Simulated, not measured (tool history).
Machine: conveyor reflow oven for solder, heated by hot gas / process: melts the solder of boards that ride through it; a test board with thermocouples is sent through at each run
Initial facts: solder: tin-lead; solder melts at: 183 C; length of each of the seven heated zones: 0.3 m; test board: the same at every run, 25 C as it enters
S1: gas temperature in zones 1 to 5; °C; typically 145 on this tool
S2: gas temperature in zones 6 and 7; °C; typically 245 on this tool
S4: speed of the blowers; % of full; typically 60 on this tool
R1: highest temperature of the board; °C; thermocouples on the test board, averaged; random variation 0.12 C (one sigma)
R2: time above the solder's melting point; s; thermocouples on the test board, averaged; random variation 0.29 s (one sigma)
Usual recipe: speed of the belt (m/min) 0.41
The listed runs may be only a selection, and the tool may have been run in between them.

run 1 hour=0 | S1=145 S2=245 speed_of_the_belt_(m/min)=0.41 S4=60 | R1=226.9 R2=76.1
run 2 hour=10.9 | S1=145 S2=245 speed_of_the_belt_(m/min)=0.41 S4=60 | R1=227.1 R2=76.4
run 3 hour=30.7 | S1=145 S2=245 speed_of_the_belt_(m/min)=0.41 S4=60 | R1=226.9 R2=75.9
run 4 hour=52.8 | S1=145 S2=245 speed_of_the_belt_(m/min)=0.41 S4=60 | R1=226.9 R2=75.9
run 5 hour=66.2 | S1=145 S2=245 speed_of_the_belt_(m/min)=0.41 S4=60 | R1=227.1 R2=76.1
run 6 hour=77.4 | S1=145 S2=240 speed_of_the_belt_(m/min)=0.41 S4=60 | R1=222.6 R2=73
run 7 hour=91.5 | S1=145 S2=240 speed_of_the_belt_(m/min)=0.41 S4=60 | R1=222.8 R2=73.3
run 8 hour=107.6 | S1=145 S2=240 speed_of_the_belt_(m/min)=0.41 S4=60 | R1=222.7 R2=72.9
run 9 hour=124.9 | S1=145 S2=240 speed_of_the_belt_(m/min)=0.41 S4=60 | R1=222.5 R2=72.8
-- hour=146.5 flux residue cleaned out of gas plates and filters
run 10 hour=149.8 | S1=145 S2=241 speed_of_the_belt_(m/min)=0.41 S4=60 | R1=223.5 R2=73.7
run 11 hour=170.5 | S1=145 S2=245 speed_of_the_belt_(m/min)=0.41 S4=60 | R1=227 R2=75.9
run 12 hour=187 | S1=145 S2=245 speed_of_the_belt_(m/min)=0.41 S4=60 | R1=227.1 R2=75.8
run 13 hour=208.2 | S1=145 S2=245 speed_of_the_belt_(m/min)=0.41 S4=60 | R1=227 R2=76
run 14 hour=219.9 | S1=145 S2=245 speed_of_the_belt_(m/min)=0.41 S4=60 | R1=227.2 R2=76
run 15 hour=243.4 | S1=145 S2=245 speed_of_the_belt_(m/min)=0.41 S4=60 | R1=227.2 R2=76.5
run 16 hour=254.1 | S1=145 S2=245 speed_of_the_belt_(m/min)=0.41 S4=60 | R1=227.2 R2=76
run 17 hour=271.7 | S1=145 S2=245 speed_of_the_belt_(m/min)=0.41 S4=60 | R1=227.1 R2=76
run 18 hour=283.8 | S1=145 S2=248 speed_of_the_belt_(m/min)=0.417 S4=60 | R1=229.1 R2=75.8
run 19 hour=301.7 | S1=145 S2=248 speed_of_the_belt_(m/min)=0.417 S4=60 | R1=229.2 R2=75.7
-- hour=316.1 thermocouples of zones 6 and 7 changed
run 20 hour=320.4 | S1=152 S2=233 speed_of_the_belt_(m/min)=0.437 S4=60 | R1=216.1 R2=66.5
run 21 hour=338.2 | S1=145 S2=259 speed_of_the_belt_(m/min)=0.396 S4=82 | R1=244.6 R2=89.2
run 22 hour=351.4 | S1=145 S2=244 speed_of_the_belt_(m/min)=0.396 S4=67 | R1=228.6 R2=80.5
run 23 hour=361.9 | S1=145 S2=245 speed_of_the_belt_(m/min)=0.41 S4=65 | R1=228 R2=76.3
run 24 hour=380.2 | S1=135 S2=246 speed_of_the_belt_(m/min)=0.41 S4=65 | R1=227.2 R2=72.1
run 25 hour=396.1 | S1=135 S2=246 speed_of_the_belt_(m/min)=0.36 S4=54 | R1=229.3 R2=84
run 26 hour=413.6 | S1=158 S2=256 speed_of_the_belt_(m/min)=0.473 S4=79 | R1=237.6 R2=76.4
run 27 hour=430.1 | S1=145 S2=239 speed_of_the_belt_(m/min)=0.461 S4=79 | R1=221.6 R2=63.8
run 28 hour=440.4 | S1=145 S2=245 speed_of_the_belt_(m/min)=0.346 S4=62 | R1=232.6 R2=94.9
run 29 hour=456.5 | S1=145 S2=245 speed_of_the_belt_(m/min)=0.471 S4=62 | R1=222.3 R2=62.6
run 30 hour=471.7 | S1=145 S2=256 speed_of_the_belt_(m/min)=0.352 S4=60 | R1=241.7 R2=98.6
run 31 hour=488.8 | S1=150 S2=245 speed_of_the_belt_(m/min)=0.41 S4=60 | R1=227.9 R2=78.7

What if the next run were any one of these 4? Each begins from the tool's condition after run 31:
run A hour=512.7 | S1=148 S2=246 speed_of_the_belt_(m/min)=0.41 S4=60 | R1=? R2=?
run B hour=512.7 | S1=145 S2=252 speed_of_the_belt_(m/min)=0.458 S4=53 | R1=? R2=?
run C hour=512.7 | S1=150 S2=245 speed_of_the_belt_(m/min)=0.473 S4=59 | R1=? R2=?
run D hour=512.7 | S1=152 S2=257 speed_of_the_belt_(m/min)=0.41 S4=71 | R1=? R2=?

run=A R1=228.8 R2=77.9
run=B R1=226.9 R2=67.7
run=C R1=222.6 R2=64.8
run=D R1=240.9 R2=87.3
The same runs, with their run-to-run variation unchanged, on a tool lacking any hidden condition would have given:
run=A R1=228.8 R2=77.9
run=B R1=227 R2=67.7
run=C R1=222.7 R2=64.8
run=D R1=240.9 R2=87.3

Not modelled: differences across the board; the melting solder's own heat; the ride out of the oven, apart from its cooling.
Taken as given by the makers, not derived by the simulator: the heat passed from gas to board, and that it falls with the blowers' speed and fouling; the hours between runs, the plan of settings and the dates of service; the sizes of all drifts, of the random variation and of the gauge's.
